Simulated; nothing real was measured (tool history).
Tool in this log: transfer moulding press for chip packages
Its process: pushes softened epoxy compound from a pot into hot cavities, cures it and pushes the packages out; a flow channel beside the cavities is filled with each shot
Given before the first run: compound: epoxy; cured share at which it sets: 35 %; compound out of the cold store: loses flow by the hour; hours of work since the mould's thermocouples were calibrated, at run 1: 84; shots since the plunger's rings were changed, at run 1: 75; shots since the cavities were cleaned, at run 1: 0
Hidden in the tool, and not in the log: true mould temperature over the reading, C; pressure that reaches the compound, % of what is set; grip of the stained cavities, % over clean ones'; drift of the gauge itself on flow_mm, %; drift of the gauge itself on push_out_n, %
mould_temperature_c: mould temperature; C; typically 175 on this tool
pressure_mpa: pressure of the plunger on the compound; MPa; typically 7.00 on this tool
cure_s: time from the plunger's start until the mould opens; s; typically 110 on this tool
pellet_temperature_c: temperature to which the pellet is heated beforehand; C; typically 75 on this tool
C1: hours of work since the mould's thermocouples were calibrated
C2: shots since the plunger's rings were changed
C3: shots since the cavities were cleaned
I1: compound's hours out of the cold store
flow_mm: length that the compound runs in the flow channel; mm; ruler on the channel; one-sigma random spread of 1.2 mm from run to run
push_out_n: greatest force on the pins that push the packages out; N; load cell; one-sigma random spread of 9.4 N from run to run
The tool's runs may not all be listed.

{"run": 1, "hour": 0.0, "mould_temperature_c": 175, "pressure_mpa": 7.0, "cure_s": 110, "pellet_temperature_c": 75, "C1": 84, "C2": 75, "C3": 0, "I1": 14.8, "flow_mm": 583, "push_out_n": 429}
{"run": 2, "hour": 8.3, "mould_temperature_c": 175, "pressure_mpa": 7.0, "cure_s": 110, "pellet_temperature_c": 75, "C1": 89, "C2": 153, "C3": 78, "I1": 16.1, "flow_mm": 581, "push_out_n": 523}
{"run": 3, "hour": 24.9, "mould_temperature_c": 175, "pressure_mpa": 7.0, "cure_s": 110, "pellet_temperature_c": 75, "C1": 99, "C2": 307, "C3": 232, "I1": 45.4, "flow_mm": 522, "push_out_n": 577}
{"run": 4, "hour": 33.9, "mould_temperature_c": 175, "pressure_mpa": 7.0, "cure_s": 135, "pellet_temperature_c": 75, "C1": 104, "C2": 391, "C3": 316, "I1": 15.8, "flow_mm": 577, "push_out_n": 513}
{"run": 5, "hour": 52.6, "mould_temperature_c": 175, "pressure_mpa": 7.1, "cure_s": 110, "pellet_temperature_c": 75, "C1": 115, "C2": 564, "C3": 489, "I1": 43.2, "flow_mm": 527, "push_out_n": 741}
{"run": 6, "hour": 67.3, "mould_temperature_c": 175, "pressure_mpa": 7.1, "cure_s": 110, "pellet_temperature_c": 75, "C1": 124, "C2": 701, "C3": 626, "I1": 26.7, "flow_mm": 559, "push_out_n": 782}
{"run": 7, "hour": 82.6, "mould_temperature_c": 175, "pressure_mpa": 7.1, "cure_s": 110, "pellet_temperature_c": 75, "C1": 133, "C2": 844, "C3": 769, "I1": 35.7, "flow_mm": 542, "push_out_n": 784}
{"hour": 84.9, "done": "cavities cleaned with cleaning compound and waxed"}
{"run": 8, "hour": 101.3, "mould_temperature_c": 177, "pressure_mpa": 7.0, "cure_s": 92, "pellet_temperature_c": 75, "C1": 143, "C2": 1003, "C3": 152, "I1": 43.0, "flow_mm": 517, "push_out_n": 1040}
{"run": 9, "hour": 117.0, "mould_temperature_c": 177, "pressure_mpa": 5.46, "cure_s": 108, "pellet_temperature_c": 80, "C1": 152, "C2": 1150, "C3": 299, "I1": 39.6, "flow_mm": 463, "push_out_n": 773}
{"run": 10, "hour": 135.3, "mould_temperature_c": 181, "pressure_mpa": 5.46, "cure_s": 108, "pellet_temperature_c": 82, "C1": 163, "C2": 1320, "C3": 469, "I1": 22.3, "flow_mm": 482, "push_out_n": 675}

Consider 4 possible next runs. They are alternatives, not a sequence: every one starts from the tool as it was left by run 10. What does each give?
{"hour": 143.8, "done": "cavities cleaned with cleaning compound and waxed, once more"}
{"run": "A", "hour": 155.1, "mould_temperature_c": 174, "pressure_mpa": 5.46, "cure_s": 108, "pellet_temperature_c": 82, "C1": 173, "C2": 1490, "C3": 105, "I1": 17.4, "flow_mm": "?", "push_out_n": "?"}
{"hour": 143.8, "done": "cavities cleaned with cleaning compound and waxed, once more"}
{"run": "B", "hour": 155.1, "mould_temperature_c": 180, "pressure_mpa": 5.46, "cure_s": 108, "pellet_temperature_c": 82, "C1": 173, "C2": 1490, "C3": 105, "I1": 23.6, "flow_mm": "?", "push_out_n": "?"}
{"hour": 143.8, "done": "cavities cleaned with cleaning compound and waxed, once more"}
{"run": "C", "hour": 155.1, "mould_temperature_c": 169, "pressure_mpa": 5.46, "cure_s": 108, "pellet_temperature_c": 82, "C1": 173, "C2": 1490, "C3": 105, "I1": 31.6, "flow_mm": "?", "push_out_n": "?"}
{"hour": 143.8, "done": "cavities cleaned with cleaning compound and waxed, once more"}
{"run": "D", "hour": 155.1, "mould_temperature_c": 169, "pressure_mpa": 5.46, "cure_s": 108, "pellet_temperature_c": 82, "C1": 173, "C2": 1490, "C3": 105, "I1": 16.8, "flow_mm": "?", "push_out_n": "?"}

run=A flow_mm=509 push_out_n=609
run=B flow_mm=481 push_out_n=436
run=C flow_mm=496 push_out_n=841
run=D flow_mm=524 push_out_n=881
Stripped of hidden state, with their random variation kept, the same runs would have yielded:
run=A flow_mm=514 push_out_n=468
run=B flow_mm=487 push_out_n=339
run=C flow_mm=501 push_out_n=645
run=D flow_mm=530 push_out_n=675

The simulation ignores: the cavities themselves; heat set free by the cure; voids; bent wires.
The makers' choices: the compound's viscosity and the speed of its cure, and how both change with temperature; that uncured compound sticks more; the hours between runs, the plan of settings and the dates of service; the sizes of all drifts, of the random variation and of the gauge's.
